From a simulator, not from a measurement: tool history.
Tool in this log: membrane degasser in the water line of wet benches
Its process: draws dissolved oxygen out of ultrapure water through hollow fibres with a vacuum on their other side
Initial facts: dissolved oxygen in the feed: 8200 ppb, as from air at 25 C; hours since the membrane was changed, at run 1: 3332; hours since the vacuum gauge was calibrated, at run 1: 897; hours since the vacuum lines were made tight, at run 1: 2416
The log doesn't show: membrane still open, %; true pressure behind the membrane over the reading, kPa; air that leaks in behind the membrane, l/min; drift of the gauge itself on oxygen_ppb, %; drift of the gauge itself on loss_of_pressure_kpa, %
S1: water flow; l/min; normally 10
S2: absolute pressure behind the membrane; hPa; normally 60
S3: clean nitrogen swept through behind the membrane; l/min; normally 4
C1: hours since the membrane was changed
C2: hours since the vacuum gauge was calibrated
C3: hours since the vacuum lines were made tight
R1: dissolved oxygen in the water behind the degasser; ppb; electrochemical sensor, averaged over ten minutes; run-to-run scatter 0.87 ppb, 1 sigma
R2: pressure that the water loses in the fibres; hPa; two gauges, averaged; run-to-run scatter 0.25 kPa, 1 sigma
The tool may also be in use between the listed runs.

Run 1, hour 0: usual settings; C1 3332; C2 897; C3 2416. Result: R1 81.7 ppb, R2 663.1 hPa.
Run 2, hour 71.6: usual settings; C1 3404; C2 969; C3 2487. Result: R1 83 ppb, R2 661.5 hPa.
Run 3, hour 148.5: usual settings but S1 8 l/min; C1 3481; C2 1046; C3 2564. Result: R1 43.4 ppb, R2 532.6 hPa.
Run 4, hour 246.6: usual settings; C1 3579; C2 1144; C3 2662. Result: R1 82.7 ppb, R2 667.1 hPa.
Run 5, hour 297.3: usual settings; C1 3630; C2 1195; C3 2713. Result: R1 83.2 ppb, R2 665.2 hPa.
Run 6, hour 346.6: usual settings but S3 3.72 l/min; C1 3679; C2 1244; C3 2762. Result: R1 82.8 ppb, R2 660.4 hPa.
Run 7, hour 458.4: usual settings but S3 3.72 l/min; C1 3791; C2 1356; C3 2874. Result: R1 82.3 ppb, R2 664.2 hPa.
Run 8, hour 552.6: usual settings; C1 3885; C2 1450; C3 2968. Result: R1 81.3 ppb, R2 665.1 hPa.
Run 9, hour 659.8: usual settings; C1 3992; C2 1557; C3 3076. Result: R1 80.8 ppb, R2 661.9 hPa.
Run 10, hour 758.9: usual settings; C1 4091; C2 1656; C3 3175. Result: R1 81.4 ppb, R2 661 hPa.
Run 11, hour 814.8: usual settings but S3 2.45 l/min; C1 4147; C2 1712; C3 3231. Result: R1 91.8 ppb, R2 662 hPa.
Run 12, hour 929.6: usual settings but S3 2.45 l/min; C1 4262; C2 1827; C3 3345. Result: R1 92.3 ppb, R2 659.8 hPa.
Run 13, hour 1023.6: usual settings but S3 2.45 l/min; C1 4356; C2 1921; C3 3439. Result: R1 92.8 ppb, R2 654.5 hPa.
Run 14, hour 1119.7: usual settings but S3 2.45 l/min; C1 4452; C2 2017; C3 3535. Result: R1 93.3 ppb, R2 658.5 hPa.
Run 15, hour 1231.3: usual settings but S2 82.7 hPa, S3 2.45 l/min; C1 4564; C2 2129; C3 3647. Result: R1 115.5 ppb, R2 654.9 hPa.
Run 16, hour 1308.3: usual settings but S2 108.4 hPa; C1 4641; C2 2206; C3 3724. Result: R1 113.1 ppb, R2 658.5 hPa.
Run 17, hour 1429.9: usual settings but S1 14 l/min, S2 46.9 hPa; C1 4762; C2 2327; C3 3846. Result: R1 182.2 ppb, R2 919.8 hPa.
Run 18, hour 1520.1: usual settings but S1 9 l/min, S3 3.64 l/min; C1 4853; C2 2417; C3 3936. Result: R1 62.7 ppb, R2 590.5 hPa.
Run 19, hour 1569.8: usual settings but S1 9 l/min, S3 3.64 l/min; C1 4902; C2 2467; C3 3986. Result: R1 62.8 ppb, R2 592 hPa.
Run 20, hour 1681: usual settings but S1 8 l/min, S2 65.4 hPa; C1 5013; C2 2578; C3 4097. Result: R1 47 ppb, R2 527.9 hPa.
Run 21, hour 1740.6: usual settings but S1 7 l/min, S2 65.4 hPa, S3 4.16 l/min; C1 5073; C2 2638; C3 4156. Result: R1 31.9 ppb, R2 460.2 hPa.
Run 22, hour 1848.4: usual settings but S1 9 l/min; C1 5181; C2 2746; C3 4264. Result: R1 61.6 ppb, R2 589.8 hPa.
Run 23, hour 1964.4: usual settings but S1 9 l/min; C1 5297; C2 2862; C3 4380. Result: R1 61.7 ppb, R2 586.9 hPa.
Run 24, hour 2071.1: usual settings but S1 9 l/min, S2 42.6 hPa, S3 4.19 l/min; C1 5404; C2 2968; C3 4487. Result: R1 52.2 ppb, R2 591.2 hPa.
Run 25, hour 2131: usual settings but S2 98.7 hPa, S3 10.01 l/min; C1 5463; C2 3028; C3 4547. Result: R1 82 ppb, R2 652.5 hPa.
Run 26, hour 2180.2: usual settings but S2 98.7 hPa, S3 10.01 l/min; C1 5513; C2 3077; C3 4596. Result: R1 84.1 ppb, R2 654.8 hPa.
Run 27, hour 2252.8: usual settings but S1 12 l/min; C1 5585; C2 3150; C3 4669. Result: R1 134.4 ppb, R2 788.5 hPa.
Run 28, hour 2337.9: usual settings but S1 12 l/min; C1 5670; C2 3235; C3 4754. Result: R1 133.6 ppb, R2 784.3 hPa.

Measured minus without-hidden-state, run by run (identical run-to-run variation in each term; gauge scatter may differ):
run     R2
  1   +0.1
  2   -0.1
  3   -0.5
  4   -1.1
  5   -1.3
  6   -1.6
  7   -2.2
  8   -2.6
  9   -3.2
 10   -3.7
 11     -4
 12   -4.6
 13   -5.1
 14   -5.6
 15   -6.2
 16   -6.6
 17  -10.1
 18   -6.9
 19   -7.2
 20   -6.8
 21   -6.2
 22   -8.5
 23     -9
 24   -9.5
 25  -10.8
 26  -11.1
 27  -13.8
 28  -14.3
For R1, the value without the hidden state is never more than 0.3 ppb from the measured value.
